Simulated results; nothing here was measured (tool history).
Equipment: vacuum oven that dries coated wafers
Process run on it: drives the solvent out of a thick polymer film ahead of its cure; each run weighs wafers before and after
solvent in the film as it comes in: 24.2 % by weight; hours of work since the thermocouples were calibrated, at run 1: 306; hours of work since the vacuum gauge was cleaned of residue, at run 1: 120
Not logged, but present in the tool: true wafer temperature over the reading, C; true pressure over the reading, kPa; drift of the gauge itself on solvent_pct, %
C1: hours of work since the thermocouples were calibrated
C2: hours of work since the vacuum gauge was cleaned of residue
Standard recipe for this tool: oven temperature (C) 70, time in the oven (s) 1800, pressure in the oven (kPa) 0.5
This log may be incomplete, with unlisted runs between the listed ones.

run 1 hour=0 | oven_temperature_(C)=70 time_in_the_oven_(s)=1800 pressure_in_the_oven_(kPa)=0.5 | C1=306 C2=120 | solvent_left_in_the_film_(%)=1.92
run 2 hour=18.3 | oven_temperature_(C)=70 time_in_the_oven_(s)=1800 pressure_in_the_oven_(kPa)=0.5 | C1=314 C2=128 | solvent_left_in_the_film_(%)=1.86
run 3 hour=38.7 | oven_temperature_(C)=71 time_in_the_oven_(s)=1800 pressure_in_the_oven_(kPa)=0.5 | C1=323 C2=137 | solvent_left_in_the_film_(%)=1.62
run 4 hour=62.6 | oven_temperature_(C)=70 time_in_the_oven_(s)=1800 pressure_in_the_oven_(kPa)=0.5 | C1=333 C2=147 | solvent_left_in_the_film_(%)=1.87
run 5 hour=94 | oven_temperature_(C)=70 time_in_the_oven_(s)=1800 pressure_in_the_oven_(kPa)=0.5 | C1=346 C2=160 | solvent_left_in_the_film_(%)=1.89
run 6 hour=121.5 | oven_temperature_(C)=70 time_in_the_oven_(s)=1800 pressure_in_the_oven_(kPa)=0.363 | C1=358 C2=172 | solvent_left_in_the_film_(%)=1.91
run 7 hour=140 | oven_temperature_(C)=70 time_in_the_oven_(s)=1800 pressure_in_the_oven_(kPa)=0.363 | C1=366 C2=180 | solvent_left_in_the_film_(%)=1.92
run 8 hour=164.1 | oven_temperature_(C)=70 time_in_the_oven_(s)=1800 pressure_in_the_oven_(kPa)=0.5 | C1=376 C2=190 | solvent_left_in_the_film_(%)=1.88
run 9 hour=188.3 | oven_temperature_(C)=59 time_in_the_oven_(s)=1800 pressure_in_the_oven_(kPa)=0.5 | C1=387 C2=201 | solvent_left_in_the_film_(%)=7.99
run 10 hour=205.9 | oven_temperature_(C)=70 time_in_the_oven_(s)=3120 pressure_in_the_oven_(kPa)=0.5 | C1=394 C2=208 | solvent_left_in_the_film_(%)=0.51
run 11 hour=228.5 | oven_temperature_(C)=70 time_in_the_oven_(s)=3120 pressure_in_the_oven_(kPa)=0.5 | C1=404 C2=218 | solvent_left_in_the_film_(%)=0.42
run 12 hour=254 | oven_temperature_(C)=70 time_in_the_oven_(s)=1020 pressure_in_the_oven_(kPa)=0.975 | C1=415 C2=229 | solvent_left_in_the_film_(%)=5.24
run 13 hour=283.7 | oven_temperature_(C)=70 time_in_the_oven_(s)=1020 pressure_in_the_oven_(kPa)=0.975 | C1=427 C2=241 | solvent_left_in_the_film_(%)=5.08
run 14 hour=307.7 | oven_temperature_(C)=79 time_in_the_oven_(s)=1800 pressure_in_the_oven_(kPa)=1.035 | C1=438 C2=252 | solvent_left_in_the_film_(%)=0.35
run 15 hour=338.1 | oven_temperature_(C)=60 time_in_the_oven_(s)=1800 pressure_in_the_oven_(kPa)=0.691 | C1=451 C2=265 | solvent_left_in_the_film_(%)=7.33
run 16 hour=360.4 | oven_temperature_(C)=71 time_in_the_oven_(s)=1920 pressure_in_the_oven_(kPa)=0.691 | C1=460 C2=274 | solvent_left_in_the_film_(%)=1.41
run 17 hour=374 | oven_temperature_(C)=71 time_in_the_oven_(s)=1920 pressure_in_the_oven_(kPa)=0.691 | C1=466 C2=280 | solvent_left_in_the_film_(%)=1.54
run 18 hour=398.8 | oven_temperature_(C)=77 time_in_the_oven_(s)=1920 pressure_in_the_oven_(kPa)=0.304 | C1=477 C2=291 | solvent_left_in_the_film_(%)=0.24

Estimate the outcome of run 19 from the log above:
run 19 hour=419.1 | oven_temperature_(C)=61 time_in_the_oven_(s)=3000 pressure_in_the_oven_(kPa)=0.413 | C1=485 C2=299 | solvent_left_in_the_film_(%)=?

solvent left in the film (%): 3.25
Had the tool carried no hidden state, the very same run would have given solvent left in the film (%) 3.26.

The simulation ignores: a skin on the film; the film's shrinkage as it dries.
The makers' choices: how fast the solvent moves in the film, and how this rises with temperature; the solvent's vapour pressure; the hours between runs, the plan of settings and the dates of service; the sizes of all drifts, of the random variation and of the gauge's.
